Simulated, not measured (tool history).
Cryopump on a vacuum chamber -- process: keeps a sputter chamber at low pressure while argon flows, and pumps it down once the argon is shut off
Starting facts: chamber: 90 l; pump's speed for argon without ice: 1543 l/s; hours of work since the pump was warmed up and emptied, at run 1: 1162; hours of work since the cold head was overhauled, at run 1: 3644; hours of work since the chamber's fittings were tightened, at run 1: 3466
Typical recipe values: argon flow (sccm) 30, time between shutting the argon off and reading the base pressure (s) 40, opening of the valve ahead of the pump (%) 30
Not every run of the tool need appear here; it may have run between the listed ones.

run   hour  argon flow (sccm)  time between shutting the argon off and reading the base pressure (s)  opening of the valve ahead of the pump (%)  hours of work since the pump was warmed up and emptied  hours of work since the cold head was overhauled  hours of work since the chamber's fittings were tightened  pressure while argon flows (Pa)  pressure after the wait (uPa)
  1    0.0                 30                                                                     40                                          30                                                    1162                                              3644                                                       3466                           0.1176                           3.44
      33.5  -- pump warmed up, emptied and cooled again
  2   74.8                 30                                                                     40                                          30                                                      36                                              3704                                                       3526                           0.1117                           3.13
  3  172.8                 14                                                                     40                                          30                                                     120                                              3789                                                       3610                           0.0522                           3.12
  4  250.7                 30                                                                     40                                          30                                                     187                                              3856                                                       3677                           0.1113                           3.17
  5  295.5                 30                                                                     40                                          30                                                     225                                              3894                                                       3715                           0.1126                           3.14
     364.0  -- leaking fittings of the chamber tightened, without venting
  6  374.7                 30                                                                     40                                          30                                                     292                                              3961                                                          9                           0.1127                           2.38
  7  432.5                 30                                                                     40                                          30                                                     342                                              4010                                                         59                           0.1141                           2.46
  8  522.4                 30                                                                     35                                          30                                                     419                                              4088                                                        136                           0.1136                           2.69
  9  595.0                 30                                                                     35                                          30                                                     481                                              4150                                                        199                           0.1132                           2.69

What does the tool deliver on the next run?
 10  648.1                 30                                                                    239                                          26                                                     527                                              4196                                                        244                                ?                              ?

{"run 10": {"pressure while argon flows (Pa)": 0.1297, "pressure after the wait (uPa)": 0.61}}
With no hidden state in the tool, this same run would have given pressure while argon flows (Pa) 0.1252, pressure after the wait (uPa) 0.51.
